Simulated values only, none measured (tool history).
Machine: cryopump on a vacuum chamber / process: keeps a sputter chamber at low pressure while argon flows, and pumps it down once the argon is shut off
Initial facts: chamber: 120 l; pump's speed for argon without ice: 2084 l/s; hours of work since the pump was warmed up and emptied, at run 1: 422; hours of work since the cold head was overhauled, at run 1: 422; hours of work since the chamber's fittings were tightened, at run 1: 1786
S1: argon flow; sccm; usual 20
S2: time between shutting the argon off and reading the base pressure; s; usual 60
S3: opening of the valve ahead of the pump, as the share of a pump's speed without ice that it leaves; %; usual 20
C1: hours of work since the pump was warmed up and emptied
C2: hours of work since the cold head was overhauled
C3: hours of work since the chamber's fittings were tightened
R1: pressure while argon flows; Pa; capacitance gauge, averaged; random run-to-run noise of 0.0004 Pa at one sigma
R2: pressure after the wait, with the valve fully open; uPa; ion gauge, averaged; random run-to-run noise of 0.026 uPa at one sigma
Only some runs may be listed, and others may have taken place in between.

{"run": 1, "hour": 0.0, "S1": 20, "S2": 60, "S3": 20, "C1": 422, "C2": 422, "C3": 1786, "R1": 0.0845, "R2": 1.95}
{"run": 2, "hour": 14.0, "S1": 20, "S2": 60, "S3": 20, "C1": 432, "C2": 432, "C3": 1795, "R1": 0.0832, "R2": 1.84}
{"run": 3, "hour": 42.3, "S1": 20, "S2": 60, "S3": 20, "C1": 450, "C2": 450, "C3": 1813, "R1": 0.0838, "R2": 1.93}
{"run": 4, "hour": 64.6, "S1": 20, "S2": 60, "S3": 20, "C1": 464, "C2": 464, "C3": 1828, "R1": 0.0845, "R2": 1.86}
{"run": 5, "hour": 80.7, "S1": 20, "S2": 60, "S3": 27, "C1": 475, "C2": 475, "C3": 1838, "R1": 0.063, "R2": 1.94}
{"run": 6, "hour": 99.7, "S1": 20, "S2": 60, "S3": 27, "C1": 487, "C2": 487, "C3": 1851, "R1": 0.063, "R2": 1.92}
{"run": 7, "hour": 116.7, "S1": 20, "S2": 60, "S3": 27, "C1": 498, "C2": 498, "C3": 1862, "R1": 0.0632, "R2": 1.96}
{"run": 8, "hour": 135.5, "S1": 20, "S2": 60, "S3": 27, "C1": 510, "C2": 510, "C3": 1874, "R1": 0.0639, "R2": 2}
{"run": 9, "hour": 159.0, "S1": 20, "S2": 60, "S3": 27, "C1": 526, "C2": 526, "C3": 1889, "R1": 0.063, "R2": 1.98}
{"run": 10, "hour": 185.7, "S1": 20, "S2": 60, "S3": 27, "C1": 543, "C2": 543, "C3": 1906, "R1": 0.0637, "R2": 2.01}
{"run": 11, "hour": 199.4, "S1": 20, "S2": 93, "S3": 20, "C1": 552, "C2": 552, "C3": 1915, "R1": 0.0848, "R2": 1.74}
{"run": 12, "hour": 228.3, "S1": 15, "S2": 178, "S3": 46, "C1": 571, "C2": 571, "C3": 1934, "R1": 0.0291, "R2": 1.38}
{"run": 13, "hour": 252.7, "S1": 15, "S2": 178, "S3": 46, "C1": 586, "C2": 586, "C3": 1950, "R1": 0.0286, "R2": 1.4}
{"run": 14, "hour": 272.5, "S1": 34, "S2": 112, "S3": 21, "C1": 599, "C2": 599, "C3": 1963, "R1": 0.1375, "R2": 1.61}
{"run": 15, "hour": 303.5, "S1": 34, "S2": 112, "S3": 21, "C1": 619, "C2": 619, "C3": 1983, "R1": 0.1372, "R2": 1.64}
{"run": 16, "hour": 332.8, "S1": 19, "S2": 130, "S3": 31, "C1": 638, "C2": 638, "C3": 2002, "R1": 0.0539, "R2": 1.57}
{"run": 17, "hour": 346.2, "S1": 19, "S2": 130, "S3": 31, "C1": 647, "C2": 647, "C3": 2011, "R1": 0.0535, "R2": 1.58}
{"run": 18, "hour": 377.5, "S1": 17, "S2": 72, "S3": 38, "C1": 667, "C2": 667, "C3": 2031, "R1": 0.0403, "R2": 1.93}
{"run": 19, "hour": 394.8, "S1": 21, "S2": 65, "S3": 49, "C1": 679, "C2": 679, "C3": 2042, "R1": 0.0396, "R2": 2.12}
{"run": 20, "hour": 417.9, "S1": 8, "S2": 60, "S3": 20, "C1": 694, "C2": 694, "C3": 2057, "R1": 0.0344, "R2": 2.16}
{"run": 21, "hour": 443.0, "S1": 20, "S2": 137, "S3": 26, "C1": 710, "C2": 710, "C3": 2073, "R1": 0.0666, "R2": 1.71}
{"run": 22, "hour": 468.7, "S1": 20, "S2": 131, "S3": 20, "C1": 726, "C2": 726, "C3": 2090, "R1": 0.0854, "R2": 1.63}

Alternative continuations, all from the tool just after run 22; predict every row:
{"run": "A", "hour": 488.7, "S1": 23, "S2": 60, "S3": 20, "C1": 739, "C2": 739, "C3": 2103, "R1": "?", "R2": "?"}
{"run": "B", "hour": 488.7, "S1": 11, "S2": 270, "S3": 56, "C1": 739, "C2": 739, "C3": 2103, "R1": "?", "R2": "?"}
{"run": "C", "hour": 488.7, "S1": 20, "S2": 282, "S3": 60, "C1": 739, "C2": 739, "C3": 2103, "R1": "?", "R2": "?"}
{"run": "D", "hour": 488.7, "S1": 9, "S2": 131, "S3": 42, "C1": 739, "C2": 739, "C3": 2103, "R1": "?", "R2": "?"}

run=A R1=0.0989 R2=2.19
run=B R1=0.0186 R2=1.48
run=C R1=0.0315 R2=1.48
run=D R1=0.0191 R2=1.67
Without the tool's hidden state the same runs would have given:
run=A R1=0.0932 R2=1.08
run=B R1=0.0158 R2=0.36
run=C R1=0.0266 R2=0.35
run=D R1=0.0169 R2=0.58

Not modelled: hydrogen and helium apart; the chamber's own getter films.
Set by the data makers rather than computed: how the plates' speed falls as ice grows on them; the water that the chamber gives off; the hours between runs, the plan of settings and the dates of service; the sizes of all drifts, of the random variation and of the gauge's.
